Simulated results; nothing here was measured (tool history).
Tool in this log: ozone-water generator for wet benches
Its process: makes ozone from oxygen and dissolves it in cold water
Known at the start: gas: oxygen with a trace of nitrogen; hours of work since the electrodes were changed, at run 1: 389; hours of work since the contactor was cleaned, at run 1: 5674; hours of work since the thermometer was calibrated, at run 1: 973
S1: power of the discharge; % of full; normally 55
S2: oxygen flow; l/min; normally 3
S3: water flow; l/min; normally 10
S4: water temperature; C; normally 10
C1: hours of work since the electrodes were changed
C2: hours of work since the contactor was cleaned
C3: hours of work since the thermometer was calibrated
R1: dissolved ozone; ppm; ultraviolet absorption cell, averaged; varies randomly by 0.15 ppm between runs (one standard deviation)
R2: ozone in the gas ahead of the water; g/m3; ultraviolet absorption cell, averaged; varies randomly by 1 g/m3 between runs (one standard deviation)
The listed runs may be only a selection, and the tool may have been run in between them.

run	hour	S1	S2	S3	S4	C1	C2	C3	R1	R2
1	0	55	3	10	10	389	5674	973	19.6	178.9
2	20.1	81	3	10	10	404	5689	987	27.9	257.5
3	48	55	3	10	10	424	5709	1008	19.4	180.1
4	78	55	3	10	10	446	5731	1029	19.8	181.2
5	106	55	3	10	10	466	5751	1050	19.6	178.6
6	124.6	55	3	10	10	480	5765	1063	19.6	181.1
7	150	55	3	10	17	499	5783	1082	17.7	179.8
8	171.6	55	3	12	10	514	5799	1098	16.5	178
9	201.6	55	3	12	10	536	5821	1120	16.5	182.8
10	231.8	55	3	12	10	558	5843	1142	16.8	179.8
11	251.4	55	3	12	10	572	5857	1156	16.6	180.8
12	283.6	55	3	12	10	596	5881	1179	16.6	178.9
13	311	55	3	10	10	616	5901	1199	19.9	180.5
14	343.4	55	3	10	10	640	5924	1223	19.3	179.2
15	362.7	55	3	10	10	654	5938	1237	19.6	177.6
16	382	55	3	10	10	668	5952	1251	19.7	179.3
17	400.6	55	3	9	10	681	5966	1265	21.4	178.4
18	433	55	3	9	10	705	5990	1288	21.7	179.1
19	463.9	55	1.69	12	9	727	6012	1311	15.8	250.5
20	496.3	55	2.2	13	10	751	6036	1334	14.9	215
21	521.6	55	2.2	13	10	769	6054	1353	14.9	212.1
22	551.9	55	2.2	13	10	792	6076	1375	15.1	215.3
23	570.9	76	3	10	17	805	6090	1389	23.9	240.3
24	592.7	55	1.71	11	6	821	6106	1405	17.7	246.2
25	629	55	1.71	11	6	848	6133	1431	17.6	247.6
26	668.4	92	3	10	10	876	6161	1460	31.3	286.2
27	698	55	3.55	10	10	898	6183	1481	19.5	161
28	714.9	99	3.55	7	8	910	6195	1494	45.7	278.8
29	745.4	63	1.95	11	5	933	6217	1516	20.7	259.2
30	774.9	55	4.44	10	10	954	6239	1537	19.1	139.8
31	810.2	55	4.44	10	10	980	6265	1563	19.1	140.3
32	842.7	55	4.44	10	10	1004	6288	1587	19.3	141

Each row is a separate what-if for the run after 32, all from the same tool condition, not one after another. Results?
A	872.9	55	3	9	10	1025	6310	1609	?	?
B	872.9	55	5.15	10	12	1025	6310	1609	?	?
C	872.9	53	3.39	10	10	1025	6310	1609	?	?
D	872.9	55	2.4	9	12	1025	6310	1609	?	?
E	872.9	41	4.44	10	10	1025	6310	1609	?	?

run	R1	R2
A	21.4	176.1
B	17.9	127.6
C	18.9	159.5
D	20.8	200.2
E	15	106.5
Without the tool's unlogged condition, the same runs would have read:
run	R1	R2
A	21.5	180.1
B	17.9	130.5
C	18.9	163.1
D	20.9	204.6
E	15	108.9
